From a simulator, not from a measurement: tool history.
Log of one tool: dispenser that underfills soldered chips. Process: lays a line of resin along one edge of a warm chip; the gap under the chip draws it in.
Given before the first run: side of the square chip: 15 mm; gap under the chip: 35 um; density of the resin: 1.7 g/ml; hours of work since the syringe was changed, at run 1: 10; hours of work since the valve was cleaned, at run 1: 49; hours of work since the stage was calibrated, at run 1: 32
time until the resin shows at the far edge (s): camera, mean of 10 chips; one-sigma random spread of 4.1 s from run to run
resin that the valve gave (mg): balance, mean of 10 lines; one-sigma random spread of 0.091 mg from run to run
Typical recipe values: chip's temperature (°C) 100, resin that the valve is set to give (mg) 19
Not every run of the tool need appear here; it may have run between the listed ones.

| run | hour | chip's temperature (°C) | resin that the valve is set to give (mg) | hours of work since the syringe was changed | hours of work since the valve was cleaned | hours of work since the stage was calibrated | time until the resin shows at the far edge (s) | resin that the valve gave (mg) |
|---|---|---|---|---|---|---|---|---|
| 1 | 0 | 100 | 19 | 10 | 49 | 32 | 775.6 | 18.15 |
|  | 1.6 | new syringe of resin |
| 2 | 6.2 | 100 | 19 | 4 | 54 | 37 | 495.5 | 18.06 |
| 3 | 11.4 | 100 | 19 | 8 | 58 | 41 | 645.6 | 18.03 |
|  | 16 | new syringe of resin |
| 4 | 16.8 | 100 | 19 | 1 | 62 | 45 | 419.6 | 17.81 |
| 5 | 19.8 | 100 | 19 | 3 | 64 | 47 | 496.7 | 17.81 |
| 6 | 22.7 | 96 | 19 | 5 | 67 | 49 | 609.6 | 17.74 |
|  | 27.8 | dispensing valve cleaned and set on the balance |
| 7 | 28.7 | 110 | 16.6 | 9 | 1 | 53 | 577.4 | 16.57 |
|  | 31.6 | new syringe of resin |
| 8 | 31.6 | 106 | 21 | 0 | 3 | 55 | 334.6 | 20.97 |
| 9 | 36.4 | 110 | 18.8 | 4 | 6 | 59 | 392.9 | 18.57 |
| 10 | 39 | 88 | 20.9 | 6 | 9 | 61 | 761.1 | 20.72 |
| 11 | 44.4 | 87 | 18.6 | 10 | 13 | 65 | 1041.1 | 18.2 |
|  | 46.2 | new syringe of resin |
| 12 | 49.5 | 87 | 18.6 | 3 | 16 | 69 | 690.9 | 18.46 |

Consider 3 possible next runs. They are alternatives, not a sequence: every one starts from the tool as it was left by run 12. What does each give?
| A | 54.3 | 100 | 16.3 | 6 | 20 | 73 | ? | ? |
| B | 54.3 | 86 | 19.3 | 6 | 20 | 73 | ? | ? |
| C | 54.3 | 87 | 16.6 | 6 | 20 | 73 | ? | ? |

| run | time until the resin shows at the far edge (s) | resin that the valve gave (mg) |
|---|---|---|
| A | 645.2 | 16.08 |
| B | 868.5 | 18.94 |
| C | 896.8 | 16.29 |
Had the tool no hidden state, the same runs would have come out as:
| run | time until the resin shows at the far edge (s) | resin that the valve gave (mg) |
|---|---|---|
| A | 427.6 | 16.39 |
| B | 578 | 19.3 |
| C | 595.1 | 16.61 |
